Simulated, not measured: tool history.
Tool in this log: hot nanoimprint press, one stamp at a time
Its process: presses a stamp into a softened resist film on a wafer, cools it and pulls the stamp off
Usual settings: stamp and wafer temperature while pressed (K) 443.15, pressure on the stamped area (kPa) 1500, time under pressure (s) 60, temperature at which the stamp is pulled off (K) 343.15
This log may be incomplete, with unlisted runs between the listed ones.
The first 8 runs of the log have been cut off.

| run | day | stamp and wafer temperature while pressed (K) | pressure on the stamped area (kPa) | time under pressure (s) | temperature at which the stamp is pulled off (K) | hours of work since the thermocouple was calibrated | imprints on the stamp's release coat | hours of work since the press's seals were changed | resist left under the stamp's widest pad (Å) | greatest force while the stamp is pulled off (N) |
|---|---|---|---|---|---|---|---|---|---|---|
| 9 | 2.258 | 443.15 | 1500 | 60 | 343.15 | 72 | 2208 | 264 | 1339 | 355 |
| 10 | 2.446 | 443.15 | 1500 | 60 | 343.15 | 75 | 2227 | 267 | 1341 | 358 |
| 11 | 2.721 | 443.15 | 1500 | 60 | 343.15 | 79 | 2255 | 271 | 1335 | 359 |
| 12 | 2.933 | 449.15 | 1500 | 60 | 343.15 | 82 | 2277 | 275 | 990 | 363 |
| 13 | 3.271 | 443.15 | 1500 | 60 | 343.15 | 88 | 2312 | 280 | 1322 | 359 |
| 14 | 3.475 | 443.15 | 1500 | 60 | 339.15 | 91 | 2333 | 283 | 1334 | 396 |
| 15 | 3.667 | 443.15 | 1190 | 60 | 343.15 | 94 | 2352 | 286 | 1467 | 365 |
| 16 | 3.85 | 439.15 | 1660 | 82 | 338.15 | 97 | 2371 | 289 | 1383 | 421 |
| 17 | 4.25 | 443.15 | 1160 | 43 | 338.15 | 103 | 2412 | 296 | 1669 | 431 |
|  | 4.625 | stamp cleaned and given a new release coat |
| 18 | 4.821 | 434.15 | 1470 | 60 | 343.15 | 108 | 20 | 301 | 1989 | 231 |
| 19 | 5.058 | 452.15 | 1080 | 45 | 341.15 | 112 | 44 | 305 | 1123 | 249 |
| 20 | 5.246 | 452.15 | 1080 | 45 | 341.15 | 115 | 64 | 308 | 1131 | 251 |
| 21 | 5.475 | 452.15 | 1500 | 42 | 341.15 | 119 | 87 | 311 | 1001 | 253 |
| 22 | 5.725 | 452.15 | 1500 | 42 | 341.15 | 123 | 113 | 315 | 994 | 253 |
| 23 | 6.096 | 452.15 | 1500 | 42 | 341.15 | 129 | 150 | 321 | 988 | 247 |
| 24 | 6.388 | 449.15 | 1240 | 35 | 338.15 | 133 | 181 | 326 | 1345 | 266 |
| 25 | 6.729 | 441.15 | 990 | 37 | 350.15 | 139 | 215 | 331 | 1965 | 188 |
| 26 | 7.071 | 433.15 | 1900 | 44 | 336.15 | 144 | 250 | 337 | 2115 | 295 |
| 27 | 7.442 | 433.15 | 1410 | 44 | 336.15 | 150 | 288 | 342 | 2260 | 295 |
| 28 | 7.854 | 433.15 | 1410 | 44 | 336.15 | 157 | 331 | 349 | 2248 | 305 |
| 29 | 8.204 | 433.15 | 1410 | 44 | 330.15 | 162 | 367 | 355 | 2247 | 339 |
| 30 | 8.575 | 433.15 | 1410 | 44 | 330.15 | 168 | 404 | 360 | 2273 | 346 |

3 ways to go on from here, each from the tool as it stands after run 30. What would each give?
| A | 8.971 | 442.15 | 1410 | 51 | 346.15 | 174 | 445 | 367 | ? | ? |
| B | 8.971 | 433.15 | 1610 | 54 | 343.15 | 174 | 445 | 367 | ? | ? |
| C | 8.971 | 445.15 | 1410 | 44 | 330.15 | 174 | 445 | 367 | ? | ? |

| run | resist left under the stamp's widest pad (Å) | greatest force while the stamp is pulled off (N) |
|---|---|---|
| A | 1500 | 228 |
| B | 2060 | 252 |
| C | 1387 | 355 |
Had the tool no hidden state, the same runs would have come out as:
| run | resist left under the stamp's widest pad (Å) | greatest force while the stamp is pulled off (N) |
|---|---|---|
| A | 1533 | 211 |
| B | 2096 | 233 |
| C | 1418 | 327 |
